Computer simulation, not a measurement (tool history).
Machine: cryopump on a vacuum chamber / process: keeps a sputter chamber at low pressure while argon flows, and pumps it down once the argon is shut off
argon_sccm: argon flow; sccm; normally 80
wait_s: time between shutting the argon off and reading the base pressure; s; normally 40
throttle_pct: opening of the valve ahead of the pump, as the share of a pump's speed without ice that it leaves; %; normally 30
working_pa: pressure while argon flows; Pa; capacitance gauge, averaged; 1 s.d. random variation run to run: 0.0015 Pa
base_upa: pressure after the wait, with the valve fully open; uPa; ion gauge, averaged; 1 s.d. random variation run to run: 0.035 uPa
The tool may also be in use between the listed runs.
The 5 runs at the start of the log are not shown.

run 6 hour=78.5 | argon_sccm=49 wait_s=40 throttle_pct=30 | working_pa=0.2213 base_upa=3.15
run 7 hour=102.5 | argon_sccm=80 wait_s=32 throttle_pct=30 | working_pa=0.3611 base_upa=3.72
run 8 hour=120.8 | argon_sccm=80 wait_s=32 throttle_pct=30 | working_pa=0.3605 base_upa=3.60
run 9 hour=132.5 | argon_sccm=44 wait_s=40 throttle_pct=30 | working_pa=0.1999 base_upa=3.16
run 10 hour=151.0 | argon_sccm=49 wait_s=40 throttle_pct=30 | working_pa=0.2216 base_upa=3.21
run 11 hour=174.7 | argon_sccm=49 wait_s=40 throttle_pct=33 | working_pa=0.2022 base_upa=3.23
run 12 hour=189.9 | argon_sccm=80 wait_s=40 throttle_pct=19 | working_pa=0.5700 base_upa=3.31
run 13 hour=201.0 | argon_sccm=118 wait_s=40 throttle_pct=19 | working_pa=0.8410 base_upa=3.22
run 14 hour=218.6 | argon_sccm=80 wait_s=40 throttle_pct=50 | working_pa=0.2204 base_upa=3.20
run 15 hour=230.4 | argon_sccm=47 wait_s=40 throttle_pct=30 | working_pa=0.2134 base_upa=3.23
run 16 hour=249.6 | argon_sccm=47 wait_s=40 throttle_pct=30 | working_pa=0.2134 base_upa=3.24
run 17 hour=265.2 | argon_sccm=47 wait_s=40 throttle_pct=30 | working_pa=0.2154 base_upa=3.22
run 18 hour=286.3 | argon_sccm=42 wait_s=73 throttle_pct=30 | working_pa=0.1902 base_upa=2.57
run 19 hour=303.4 | argon_sccm=42 wait_s=73 throttle_pct=30 | working_pa=0.1903 base_upa=2.51
run 20 hour=326.5 | argon_sccm=42 wait_s=73 throttle_pct=30 | working_pa=0.1909 base_upa=2.53

Forecast run 21:
run 21 hour=343.2 | argon_sccm=128 wait_s=40 throttle_pct=30 | working_pa=? base_upa=?

{"run 21": {"working_pa": 0.5816, "base_upa": 3.3}}
Had the tool carried no hidden state, the very same run would have given working_pa 0.5688 Pa, base_upa 1.95 uPa.
